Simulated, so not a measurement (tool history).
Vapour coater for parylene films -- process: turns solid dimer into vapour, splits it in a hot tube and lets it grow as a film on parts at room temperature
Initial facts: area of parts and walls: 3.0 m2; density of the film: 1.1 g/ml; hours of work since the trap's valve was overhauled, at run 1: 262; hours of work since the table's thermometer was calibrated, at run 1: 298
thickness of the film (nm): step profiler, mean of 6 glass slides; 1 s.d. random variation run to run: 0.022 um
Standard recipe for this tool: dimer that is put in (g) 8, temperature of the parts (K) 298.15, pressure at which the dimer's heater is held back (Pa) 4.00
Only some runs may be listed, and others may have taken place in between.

run	hour	dimer that is put in (g)	temperature of the parts (K)	pressure at which the dimer's heater is held back (Pa)	hours of work since the trap's valve was overhauled	hours of work since the table's thermometer was calibrated	thickness of the film (nm)
1	0.0	8	298.15	4.00	262	298	1170
2	10.9	8	293.15	4.00	267	304	1440
3	30.1	8	304.15	4.00	277	314	910
4	40.2	8	304.15	4.00	282	319	930
5	60.1	8	304.15	4.00	292	329	880
6	80.4	8	304.15	3.05	303	339	880
7	92.8	8	298.15	2.33	309	346	1220
8	102.7	8	298.15	2.33	314	351	1230
9	126.3	8	298.15	4.00	326	363	1120
10	147.9	8	298.15	4.00	337	374	1150
11	168.7	8	298.15	4.00	348	384	1150
12	189.6	10	293.15	4.00	358	395	1760
# hour 192.5: table's thermometer calibrated
13	208.6	10	293.15	4.00	367	8	1820
14	230.9	10	293.15	4.00	379	20	1720
# hour 241.7: table's thermometer calibrated, once more
15	251.9	10	293.15	4.00	389	5	1820
16	275.0	10	293.15	4.00	401	17	1820
17	285.3	10	293.15	4.00	406	22	1780
18	296.6	8	298.15	10.47	412	28	1060
19	320.1	8	298.15	10.47	424	40	1020
20	334.3	8	298.15	10.47	431	47	990
21	358.2	8	298.15	10.47	443	59	1030
22	378.5	9	309.15	6.71	453	70	700

For each entry between runs, how does the tool's hidden state at the last listed run before it compare with that at the first listed run after it?
After run 12, before run 13: table's thermometer calibrated (hour 192.5)
  vapour lost through the trap's worn valve, %: 8.4 -> 8.6; true temperature of the parts over the reading, C: 0.25 -> 0.29
  measured value less the no-hidden-state value, thickness of the film (nm): -180 -> -200
After run 14, before run 15: table's thermometer calibrated, once more (hour 241.7)
  vapour lost through the trap's worn valve, %: 8.8 -> 9.1; true temperature of the parts over the reading, C: 0.29 -> -0.02
  measured value less the no-hidden-state value, thickness of the film (nm): -190 -> -180
